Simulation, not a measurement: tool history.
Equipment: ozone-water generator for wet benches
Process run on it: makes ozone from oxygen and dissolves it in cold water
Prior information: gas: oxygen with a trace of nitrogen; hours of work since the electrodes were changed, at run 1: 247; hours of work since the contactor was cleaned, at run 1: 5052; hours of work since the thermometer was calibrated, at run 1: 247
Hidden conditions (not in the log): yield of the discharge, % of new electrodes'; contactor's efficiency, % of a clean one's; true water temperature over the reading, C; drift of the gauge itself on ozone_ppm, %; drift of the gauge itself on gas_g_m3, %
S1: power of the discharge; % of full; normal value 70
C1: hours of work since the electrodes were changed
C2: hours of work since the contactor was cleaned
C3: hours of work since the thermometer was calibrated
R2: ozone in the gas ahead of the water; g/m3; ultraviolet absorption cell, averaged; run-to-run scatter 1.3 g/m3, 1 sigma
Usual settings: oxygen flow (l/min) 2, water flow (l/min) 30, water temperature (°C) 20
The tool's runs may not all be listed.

run 1 hour=0 | S1=70 oxygen_flow_(l/min)=2 water_flow_(l/min)=30 water_temperature_(°C)=20 | C1=247 C2=5052 C3=247 | dissolved_ozone_(ppm)=10.2 R2=242.3
run 2 hour=65.4 | S1=70 oxygen_flow_(l/min)=2 water_flow_(l/min)=30 water_temperature_(°C)=20 | C1=306 C2=5111 C3=306 | dissolved_ozone_(ppm)=10.1 R2=245.9
run 3 hour=160.5 | S1=70 oxygen_flow_(l/min)=2 water_flow_(l/min)=30 water_temperature_(°C)=20 | C1=392 C2=5196 C3=392 | dissolved_ozone_(ppm)=10.1 R2=244.4
run 4 hour=290.2 | S1=70 oxygen_flow_(l/min)=1.48 water_flow_(l/min)=30 water_temperature_(°C)=20 | C1=508 C2=5312 C3=508 | dissolved_ozone_(ppm)=9.6 R2=293.8
-- hour=367.2 contactor cleaned
run 5 hour=368.2 | S1=70 oxygen_flow_(l/min)=1.48 water_flow_(l/min)=30 water_temperature_(°C)=20 | C1=575 C2=1 C3=575 | dissolved_ozone_(ppm)=9.9 R2=293.8
run 6 hour=458.8 | S1=70 oxygen_flow_(l/min)=2 water_flow_(l/min)=30 water_temperature_(°C)=20 | C1=656 C2=82 C3=656 | dissolved_ozone_(ppm)=10.6 R2=243.8
run 7 hour=549.3 | S1=70 oxygen_flow_(l/min)=2 water_flow_(l/min)=30 water_temperature_(°C)=20 | C1=737 C2=163 C3=737 | dissolved_ozone_(ppm)=10.2 R2=244.4
run 8 hour=630.5 | S1=70 oxygen_flow_(l/min)=2 water_flow_(l/min)=30 water_temperature_(°C)=20 | C1=810 C2=236 C3=810 | dissolved_ozone_(ppm)=10.3 R2=242.9
run 9 hour=701 | S1=70 oxygen_flow_(l/min)=2 water_flow_(l/min)=30 water_temperature_(°C)=20 | C1=873 C2=300 C3=873 | dissolved_ozone_(ppm)=10.4 R2=243.2
run 10 hour=775 | S1=70 oxygen_flow_(l/min)=1.83 water_flow_(l/min)=30 water_temperature_(°C)=20 | C1=940 C2=366 C3=940 | dissolved_ozone_(ppm)=10.2 R2=257.1
run 11 hour=869.8 | S1=70 oxygen_flow_(l/min)=2 water_flow_(l/min)=30 water_temperature_(°C)=20 | C1=1025 C2=451 C3=1025 | dissolved_ozone_(ppm)=10.4 R2=243.1
run 12 hour=962.7 | S1=70 oxygen_flow_(l/min)=2.61 water_flow_(l/min)=30 water_temperature_(°C)=20 | C1=1108 C2=535 C3=1108 | dissolved_ozone_(ppm)=10.6 R2=205.5
run 13 hour=1043.2 | S1=56 oxygen_flow_(l/min)=2.61 water_flow_(l/min)=30 water_temperature_(°C)=20 | C1=1181 C2=607 C3=1181 | dissolved_ozone_(ppm)=9.6 R2=179
run 14 hour=1171.6 | S1=70 oxygen_flow_(l/min)=2 water_flow_(l/min)=30 water_temperature_(°C)=20 | C1=1296 C2=722 C3=1296 | dissolved_ozone_(ppm)=10.1 R2=241.9
run 15 hour=1313.5 | S1=70 oxygen_flow_(l/min)=2 water_flow_(l/min)=30 water_temperature_(°C)=20 | C1=1423 C2=850 C3=1423 | dissolved_ozone_(ppm)=10.4 R2=242.2
-- hour=1326.6 water thermometer calibrated
run 16 hour=1384.9 | S1=70 oxygen_flow_(l/min)=2 water_flow_(l/min)=30 water_temperature_(°C)=20 | C1=1487 C2=913 C3=52 | dissolved_ozone_(ppm)=10.2 R2=241.2
run 17 hour=1454.3 | S1=70 oxygen_flow_(l/min)=2 water_flow_(l/min)=30 water_temperature_(°C)=18 | C1=1549 C2=976 C3=115 | dissolved_ozone_(ppm)=10.3 R2=239.5
run 18 hour=1561.4 | S1=70 oxygen_flow_(l/min)=2 water_flow_(l/min)=30 water_temperature_(°C)=18 | C1=1646 C2=1072 C3=211 | dissolved_ozone_(ppm)=10.4 R2=239
run 19 hour=1700.6 | S1=70 oxygen_flow_(l/min)=2 water_flow_(l/min)=30 water_temperature_(°C)=18 | C1=1771 C2=1197 C3=336 | dissolved_ozone_(ppm)=10.3 R2=240.7
run 20 hour=1768 | S1=70 oxygen_flow_(l/min)=3.49 water_flow_(l/min)=30 water_temperature_(°C)=20 | C1=1831 C2=1258 C3=396 | dissolved_ozone_(ppm)=11 R2=166.3
run 21 hour=1874.2 | S1=70 oxygen_flow_(l/min)=2 water_flow_(l/min)=39 water_temperature_(°C)=20 | C1=1927 C2=1353 C3=492 | dissolved_ozone_(ppm)=7.5 R2=240.6
run 22 hour=1981.3 | S1=61 oxygen_flow_(l/min)=2 water_flow_(l/min)=30 water_temperature_(°C)=19 | C1=2023 C2=1449 C3=588 | dissolved_ozone_(ppm)=9.5 R2=221.6
run 23 hour=2119 | S1=70 oxygen_flow_(l/min)=2.3 water_flow_(l/min)=25 water_temperature_(°C)=20 | C1=2146 C2=1573 C3=712 | dissolved_ozone_(ppm)=12.5 R2=220.3
-- hour=2139.1 water thermometer calibrated, once more
run 24 hour=2240.4 | S1=63 oxygen_flow_(l/min)=2.47 water_flow_(l/min)=28 water_temperature_(°C)=19 | C1=2255 C2=1681 C3=91 | dissolved_ozone_(ppm)=10.8 R2=197.8
run 25 hour=2323.6 | S1=74 oxygen_flow_(l/min)=2 water_flow_(l/min)=30 water_temperature_(°C)=20 | C1=2330 C2=1756 C3=166 | dissolved_ozone_(ppm)=10.4 R2=249
run 26 hour=2427.4 | S1=61 oxygen_flow_(l/min)=1.78 water_flow_(l/min)=26 water_temperature_(°C)=22 | C1=2423 C2=1849 C3=259 | dissolved_ozone_(ppm)=10.6 R2=238.9
run 27 hour=2521.7 | S1=61 oxygen_flow_(l/min)=1.78 water_flow_(l/min)=26 water_temperature_(°C)=22 | C1=2508 C2=1934 C3=344 | dissolved_ozone_(ppm)=10.5 R2=235.1
run 28 hour=2615.1 | S1=61 oxygen_flow_(l/min)=1.78 water_flow_(l/min)=26 water_temperature_(°C)=22 | C1=2592 C2=2018 C3=427 | dissolved_ozone_(ppm)=10.7 R2=234.9
run 29 hour=2736.7 | S1=52 oxygen_flow_(l/min)=2.47 water_flow_(l/min)=21 water_temperature_(°C)=15 | C1=2701 C2=2127 C3=537 | dissolved_ozone_(ppm)=13.1 R2=174.7

The next listed run, before its measurement:
run 30 hour=2854.1 | S1=86 oxygen_flow_(l/min)=3.54 water_flow_(l/min)=43 water_temperature_(°C)=25 | C1=2806 C2=2233 C3=642 | dissolved_ozone_(ppm)=? R2=?

Logged for run 30: dissolved ozone (ppm) 8.1, R2 186.7 g/m3.
With the hidden condition absent and the run-to-run variation left alone, this run would have shown dissolved ozone (ppm) 8.4, R2 191.8 g/m3.

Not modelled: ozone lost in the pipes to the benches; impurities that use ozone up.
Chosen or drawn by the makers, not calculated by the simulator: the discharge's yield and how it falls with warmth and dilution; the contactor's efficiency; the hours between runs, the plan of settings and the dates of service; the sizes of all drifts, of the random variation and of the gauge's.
